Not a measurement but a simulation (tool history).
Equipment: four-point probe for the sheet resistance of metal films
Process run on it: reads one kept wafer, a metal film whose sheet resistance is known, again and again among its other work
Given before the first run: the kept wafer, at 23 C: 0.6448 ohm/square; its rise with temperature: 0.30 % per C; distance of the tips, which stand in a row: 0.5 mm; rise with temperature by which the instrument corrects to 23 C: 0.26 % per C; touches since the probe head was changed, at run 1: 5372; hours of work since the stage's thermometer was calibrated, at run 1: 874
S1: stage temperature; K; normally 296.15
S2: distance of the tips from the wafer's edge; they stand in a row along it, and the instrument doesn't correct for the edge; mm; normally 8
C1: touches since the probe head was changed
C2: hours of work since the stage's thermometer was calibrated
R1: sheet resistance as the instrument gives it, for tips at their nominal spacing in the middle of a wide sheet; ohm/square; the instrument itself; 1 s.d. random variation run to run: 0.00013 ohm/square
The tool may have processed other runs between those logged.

| run | hour | S1 | S2 | C1 | C2 | R1 |
|---|---|---|---|---|---|---|
| 1 | 0.0 | 296.15 | 8 | 5372 | 874 | 0.646294 |
| 2 | 7.4 | 296.15 | 8 | 5438 | 877 | 0.646133 |
| 3 | 17.7 | 296.15 | 8 | 5530 | 882 | 0.646315 |
| 4 | 30.5 | 296.15 | 8 | 5645 | 887 | 0.646303 |
| 5 | 42.5 | 293.15 | 8 | 5752 | 893 | 0.645344 |
| 6 | 55.2 | 296.15 | 8 | 5866 | 898 | 0.646318 |
| 7 | 62.2 | 296.15 | 8 | 5928 | 901 | 0.646329 |
| 8 | 70.1 | 300.15 | 70 | 5999 | 905 | 0.645682 |
| 9 | 77.8 | 300.15 | 6 | 6067 | 908 | 0.648094 |
| 10 | 89.6 | 296.15 | 5 | 6173 | 914 | 0.648215 |
| 11 | 97.5 | 297.15 | 37 | 6244 | 917 | 0.644995 |
| 12 | 113.1 | 297.15 | 37 | 6384 | 924 | 0.644929 |

4 options for the next run, each taken on its own from the tool as it stands now. Forecast them:
| A | 123.1 | 295.15 | 28 | 6473 | 928 | ? |
| B | 123.1 | 293.15 | 32 | 6473 | 928 | ? |
| C | 123.1 | 294.15 | 72 | 6473 | 928 | ? |
| D | 123.1 | 296.15 | 67 | 6473 | 928 | ? |

| run | R1 |
|---|---|
| A | 0.644572 |
| B | 0.644193 |
| C | 0.644360 |
| D | 0.644890 |
Take away the tool's hidden state, keep each run's random variation, and the runs would have read:
| run | R1 |
|---|---|
| A | 0.644537 |
| B | 0.644157 |
| C | 0.644324 |
| D | 0.644854 |
